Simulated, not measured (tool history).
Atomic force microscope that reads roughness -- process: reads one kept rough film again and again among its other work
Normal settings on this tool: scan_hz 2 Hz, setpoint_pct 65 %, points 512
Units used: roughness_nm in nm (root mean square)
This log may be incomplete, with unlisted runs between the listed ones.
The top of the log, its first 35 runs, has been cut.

{"hour": 1216.1, "done": "new tip fitted"}
{"run": 36, "hour": 1216.1, "scan_hz": 1.61, "setpoint_pct": 58, "points": 350, "roughness_nm": 2.848}
{"run": 37, "hour": 1259.7, "scan_hz": 2.05, "setpoint_pct": 55, "points": 601, "roughness_nm": 2.908}
{"hour": 1283.6, "done": "new tip fitted"}
{"run": 38, "hour": 1306.7, "scan_hz": 2, "setpoint_pct": 65, "points": 720, "roughness_nm": 2.847}
{"hour": 1348.5, "done": "new tip fitted"}
{"run": 39, "hour": 1348.5, "scan_hz": 2, "setpoint_pct": 65, "points": 720, "roughness_nm": 2.845}
{"run": 40, "hour": 1374.4, "scan_hz": 2, "setpoint_pct": 65, "points": 720, "roughness_nm": 2.833}
{"hour": 1412.8, "done": "new tip fitted"}
{"run": 41, "hour": 1416.7, "scan_hz": 2, "setpoint_pct": 65, "points": 720, "roughness_nm": 2.858}
{"run": 42, "hour": 1449.5, "scan_hz": 3.93, "setpoint_pct": 56, "points": 510, "roughness_nm": 2.84}
{"hour": 1480.7, "done": "new tip fitted"}
{"run": 43, "hour": 1499.1, "scan_hz": 3.93, "setpoint_pct": 56, "points": 510, "roughness_nm": 2.809}
{"run": 44, "hour": 1541.5, "scan_hz": 0.91, "setpoint_pct": 56, "points": 395, "roughness_nm": 2.909}
{"hour": 1546.8, "done": "new tip fitted"}
{"run": 45, "hour": 1571.8, "scan_hz": 2.96, "setpoint_pct": 58, "points": 667, "roughness_nm": 2.852}

Below are 3 alternative next runs, each starting from the tool's condition after run 45. Predict each:
{"run": "A", "hour": 1601.3, "scan_hz": 3.42, "setpoint_pct": 58, "points": 486, "roughness_nm": "?"}
{"run": "B", "hour": 1601.3, "scan_hz": 0.54, "setpoint_pct": 65, "points": 342, "roughness_nm": "?"}
{"run": "C", "hour": 1601.3, "scan_hz": 2.56, "setpoint_pct": 58, "points": 623, "roughness_nm": "?"}

run=A roughness_nm=2.807
run=B roughness_nm=2.911
run=C roughness_nm=2.848
With no hidden state in the tool, these same runs would have given:
run=A roughness_nm=2.817
run=B roughness_nm=2.921
run=C roughness_nm=2.858

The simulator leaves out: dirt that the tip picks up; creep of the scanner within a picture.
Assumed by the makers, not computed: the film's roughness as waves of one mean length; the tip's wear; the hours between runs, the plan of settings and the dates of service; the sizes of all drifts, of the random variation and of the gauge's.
